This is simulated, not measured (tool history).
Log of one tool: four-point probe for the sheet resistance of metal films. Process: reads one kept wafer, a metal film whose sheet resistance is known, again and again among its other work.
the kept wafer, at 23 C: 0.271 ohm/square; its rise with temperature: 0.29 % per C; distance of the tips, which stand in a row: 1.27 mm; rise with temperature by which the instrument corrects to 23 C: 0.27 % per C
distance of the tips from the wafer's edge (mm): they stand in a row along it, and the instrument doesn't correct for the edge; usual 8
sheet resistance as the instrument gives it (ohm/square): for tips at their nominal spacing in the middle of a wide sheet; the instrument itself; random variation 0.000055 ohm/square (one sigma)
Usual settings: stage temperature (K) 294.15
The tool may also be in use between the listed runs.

run,hour,stage temperature (K),distance of the tips from the wafer's edge (mm),sheet resistance as the instrument gives it (ohm/square)
1,0.0,294.15,8,0.273345
2,9.0,294.15,34,0.270089
3,17.9,294.15,34,0.270001
4,31.0,294.15,8,0.273402
5,46.6,294.15,52,0.269809
6,54.8,294.15,52,0.269858
7,67.6,296.15,8,0.273529
8,77.0,296.15,8,0.273426
9,87.6,294.15,8,0.273380
10,95.7,303.15,8,0.273740
11,103.4,300.15,8,0.273576
12,114.8,300.15,8,0.273521
13,130.1,300.15,15,0.271064
14,138.3,300.15,15,0.270962
15,149.8,301.15,7,0.274677
16,160.4,301.15,7,0.274655
17,168.6,299.15,11,0.271828
18,180.6,299.15,9,0.272754
19,195.4,297.15,4,0.283657
# hour 196.9: stage's thermometer calibrated
20,208.4,297.15,4,0.283721
21,221.5,294.15,16,0.270610
# hour 225.5: stage's thermometer calibrated, once more
22,236.0,292.15,5,0.278297
23,248.3,296.15,3,0.292988

Run 24 comes next. What will it give?
24,263.8,296.15,3,?

Run 24 gave sheet resistance as the instrument gives it (ohm/square) 0.293073.
Without the tool's hidden state the same run would have given sheet resistance as the instrument gives it (ohm/square) 0.294678.

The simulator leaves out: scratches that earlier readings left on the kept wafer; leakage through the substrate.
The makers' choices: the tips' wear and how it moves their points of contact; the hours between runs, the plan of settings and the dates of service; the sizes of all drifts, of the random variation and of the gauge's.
